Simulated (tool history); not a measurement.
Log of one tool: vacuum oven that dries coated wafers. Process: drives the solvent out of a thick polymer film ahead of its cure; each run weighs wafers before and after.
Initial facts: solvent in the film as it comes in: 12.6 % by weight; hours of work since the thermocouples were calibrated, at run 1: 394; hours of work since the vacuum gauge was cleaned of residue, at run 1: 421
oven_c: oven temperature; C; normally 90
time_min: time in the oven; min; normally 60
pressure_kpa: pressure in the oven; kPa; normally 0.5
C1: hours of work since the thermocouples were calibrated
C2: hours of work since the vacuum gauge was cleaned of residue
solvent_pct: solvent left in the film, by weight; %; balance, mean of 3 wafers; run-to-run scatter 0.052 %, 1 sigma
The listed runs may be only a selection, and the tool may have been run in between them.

{"run": 1, "hour": 0.0, "oven_c": 90, "time_min": 60, "pressure_kpa": 0.5, "C1": 394, "C2": 421, "solvent_pct": 1.67}
{"run": 2, "hour": 16.2, "oven_c": 90, "time_min": 60, "pressure_kpa": 0.5, "C1": 407, "C2": 434, "solvent_pct": 1.75}
{"run": 3, "hour": 28.8, "oven_c": 90, "time_min": 60, "pressure_kpa": 0.5, "C1": 416, "C2": 444, "solvent_pct": 1.59}
{"run": 4, "hour": 50.7, "oven_c": 90, "time_min": 60, "pressure_kpa": 0.5, "C1": 433, "C2": 460, "solvent_pct": 1.57}
{"run": 5, "hour": 76.1, "oven_c": 90, "time_min": 60, "pressure_kpa": 0.5, "C1": 453, "C2": 480, "solvent_pct": 1.69}
{"run": 6, "hour": 94.0, "oven_c": 90, "time_min": 60, "pressure_kpa": 0.5, "C1": 466, "C2": 494, "solvent_pct": 1.7}
{"run": 7, "hour": 106.7, "oven_c": 90, "time_min": 60, "pressure_kpa": 0.866, "C1": 476, "C2": 503, "solvent_pct": 2.21}
{"run": 8, "hour": 129.6, "oven_c": 79, "time_min": 60, "pressure_kpa": 0.866, "C1": 494, "C2": 521, "solvent_pct": 4.35}
{"run": 9, "hour": 145.7, "oven_c": 90, "time_min": 60, "pressure_kpa": 0.5, "C1": 506, "C2": 533, "solvent_pct": 1.68}
{"run": 10, "hour": 167.0, "oven_c": 90, "time_min": 60, "pressure_kpa": 0.5, "C1": 523, "C2": 550, "solvent_pct": 1.83}
{"run": 11, "hour": 187.5, "oven_c": 90, "time_min": 60, "pressure_kpa": 0.5, "C1": 538, "C2": 566, "solvent_pct": 1.66}
{"run": 12, "hour": 198.8, "oven_c": 103, "time_min": 43, "pressure_kpa": 0.5, "C1": 547, "C2": 574, "solvent_pct": 1.02}
{"run": 13, "hour": 221.5, "oven_c": 90, "time_min": 36, "pressure_kpa": 0.358, "C1": 565, "C2": 592, "solvent_pct": 2.67}
{"run": 14, "hour": 232.6, "oven_c": 81, "time_min": 42, "pressure_kpa": 0.358, "C1": 573, "C2": 600, "solvent_pct": 4.01}
{"run": 15, "hour": 252.6, "oven_c": 91, "time_min": 60, "pressure_kpa": 0.5, "C1": 588, "C2": 616, "solvent_pct": 1.57}

Predict the results of run 16:
{"run": 16, "hour": 272.1, "oven_c": 93, "time_min": 45, "pressure_kpa": 0.314, "C1": 603, "C2": 631, "solvent_pct": "?"}

solvent_pct: 1.65 %
With the hidden condition absent and the run-to-run variation left alone, this run would have shown solvent_pct 1.44 %.
